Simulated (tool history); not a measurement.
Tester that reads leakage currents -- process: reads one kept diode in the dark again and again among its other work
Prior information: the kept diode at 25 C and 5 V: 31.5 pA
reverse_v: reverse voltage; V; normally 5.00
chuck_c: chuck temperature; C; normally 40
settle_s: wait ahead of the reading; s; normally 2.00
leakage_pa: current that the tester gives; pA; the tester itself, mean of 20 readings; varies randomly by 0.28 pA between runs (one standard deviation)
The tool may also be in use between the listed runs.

{"run": 1, "hour": 0.0, "reverse_v": 5.0, "chuck_c": 40, "settle_s": 2.0, "leakage_pa": 90.98}
{"run": 2, "hour": 40.8, "reverse_v": 5.0, "chuck_c": 40, "settle_s": 2.0, "leakage_pa": 90.99}
{"run": 3, "hour": 94.9, "reverse_v": 5.0, "chuck_c": 40, "settle_s": 2.0, "leakage_pa": 90.51}
{"run": 4, "hour": 167.5, "reverse_v": 5.0, "chuck_c": 40, "settle_s": 2.0, "leakage_pa": 90.47}
{"run": 5, "hour": 204.7, "reverse_v": 5.0, "chuck_c": 40, "settle_s": 2.0, "leakage_pa": 90.64}
{"run": 6, "hour": 238.7, "reverse_v": 5.0, "chuck_c": 40, "settle_s": 2.0, "leakage_pa": 90.56}
{"run": 7, "hour": 295.3, "reverse_v": 5.0, "chuck_c": 40, "settle_s": 2.0, "leakage_pa": 90.65}
{"run": 8, "hour": 330.1, "reverse_v": 4.17, "chuck_c": 40, "settle_s": 2.0, "leakage_pa": 82.75}
{"run": 9, "hour": 395.7, "reverse_v": 5.0, "chuck_c": 23, "settle_s": 2.0, "leakage_pa": 30.28}
{"run": 10, "hour": 428.9, "reverse_v": 5.0, "chuck_c": 45, "settle_s": 2.0, "leakage_pa": 124.08}
{"run": 11, "hour": 472.2, "reverse_v": 5.0, "chuck_c": 40, "settle_s": 2.0, "leakage_pa": 90.18}
{"hour": 495.6, "done": "chuck's temperature calibrated"}
{"run": 12, "hour": 543.7, "reverse_v": 3.43, "chuck_c": 40, "settle_s": 2.0, "leakage_pa": 78.12}
{"run": 13, "hour": 576.9, "reverse_v": 3.43, "chuck_c": 40, "settle_s": 9.5, "leakage_pa": 77.91}
{"run": 14, "hour": 649.7, "reverse_v": 5.0, "chuck_c": 40, "settle_s": 2.0, "leakage_pa": 95.14}
{"run": 15, "hour": 705.7, "reverse_v": 5.0, "chuck_c": 40, "settle_s": 2.0, "leakage_pa": 94.81}
{"run": 16, "hour": 745.7, "reverse_v": 1.46, "chuck_c": 40, "settle_s": 2.0, "leakage_pa": 50.56}
{"run": 17, "hour": 813.7, "reverse_v": 1.46, "chuck_c": 40, "settle_s": 2.0, "leakage_pa": 50.65}
{"run": 18, "hour": 877.7, "reverse_v": 1.7, "chuck_c": 40, "settle_s": 2.0, "leakage_pa": 54.66}
{"run": 19, "hour": 935.8, "reverse_v": 1.7, "chuck_c": 40, "settle_s": 2.0, "leakage_pa": 54.73}
{"run": 20, "hour": 991.5, "reverse_v": 1.7, "chuck_c": 40, "settle_s": 2.0, "leakage_pa": 54.76}
{"run": 21, "hour": 1053.5, "reverse_v": 12.06, "chuck_c": 40, "settle_s": 1.53, "leakage_pa": 151.2}
{"run": 22, "hour": 1125.3, "reverse_v": 2.7, "chuck_c": 26, "settle_s": 2.0, "leakage_pa": 27.75}
{"run": 23, "hour": 1158.3, "reverse_v": 2.7, "chuck_c": 26, "settle_s": 2.0, "leakage_pa": 27.82}
{"run": 24, "hour": 1221.6, "reverse_v": 8.83, "chuck_c": 43, "settle_s": 7.38, "leakage_pa": 152.82}
{"run": 25, "hour": 1288.2, "reverse_v": 8.83, "chuck_c": 26, "settle_s": 2.76, "leakage_pa": 54.16}
{"run": 26, "hour": 1322.3, "reverse_v": 5.0, "chuck_c": 40, "settle_s": 5.04, "leakage_pa": 94.67}
{"hour": 1327.7, "done": "tester calibrated"}
{"run": 27, "hour": 1370.9, "reverse_v": 5.0, "chuck_c": 40, "settle_s": 1.35, "leakage_pa": 94.37}
{"run": 28, "hour": 1425.8, "reverse_v": 1.46, "chuck_c": 40, "settle_s": 4.33, "leakage_pa": 50.1}
{"run": 29, "hour": 1490.2, "reverse_v": 2.98, "chuck_c": 25, "settle_s": 1.23, "leakage_pa": 27.3}
{"run": 30, "hour": 1545.2, "reverse_v": 2.98, "chuck_c": 25, "settle_s": 1.23, "leakage_pa": 27.39}
{"run": 31, "hour": 1583.6, "reverse_v": 2.62, "chuck_c": 43, "settle_s": 1.74, "leakage_pa": 81.67}
{"hour": 1631.4, "done": "probe card cleaned and baked"}
{"hour": 1639.0, "done": "tester calibrated, once more"}
{"run": 32, "hour": 1651.1, "reverse_v": 1.11, "chuck_c": 53, "settle_s": 2.2, "leakage_pa": 99.82}
{"run": 33, "hour": 1719.5, "reverse_v": 5.0, "chuck_c": 55, "settle_s": 4.62, "leakage_pa": 234.71}
{"run": 34, "hour": 1764.3, "reverse_v": 3.41, "chuck_c": 22, "settle_s": 0.96, "leakage_pa": 21.29}
{"run": 35, "hour": 1814.8, "reverse_v": 3.41, "chuck_c": 22, "settle_s": 0.96, "leakage_pa": 21.43}
{"run": 36, "hour": 1860.7, "reverse_v": 5.0, "chuck_c": 40, "settle_s": 1.36, "leakage_pa": 90.8}
{"run": 37, "hour": 1898.0, "reverse_v": 5.0, "chuck_c": 40, "settle_s": 1.36, "leakage_pa": 90.7}
{"run": 38, "hour": 1953.1, "reverse_v": 2.4, "chuck_c": 50, "settle_s": 3.89, "leakage_pa": 119.51}

Each row is a separate what-if for the run after 38, all from the same tool condition, not one after another. Results?
{"run": "A", "hour": 2011.3, "reverse_v": 13.07, "chuck_c": 50, "settle_s": 0.6, "leakage_pa": "?"}
{"run": "B", "hour": 2011.3, "reverse_v": 10.23, "chuck_c": 43, "settle_s": 0.31, "leakage_pa": "?"}
{"run": "C", "hour": 2011.3, "reverse_v": 5.0, "chuck_c": 49, "settle_s": 2.0, "leakage_pa": "?"}

run=A leakage_pa=279.09
run=B leakage_pa=161.77
run=C leakage_pa=161.94
Take away the tool's hidden state, keep each run's random variation, and the runs would have read:
run=A leakage_pa=282.35
run=B leakage_pa=163.52
run=C leakage_pa=164.04
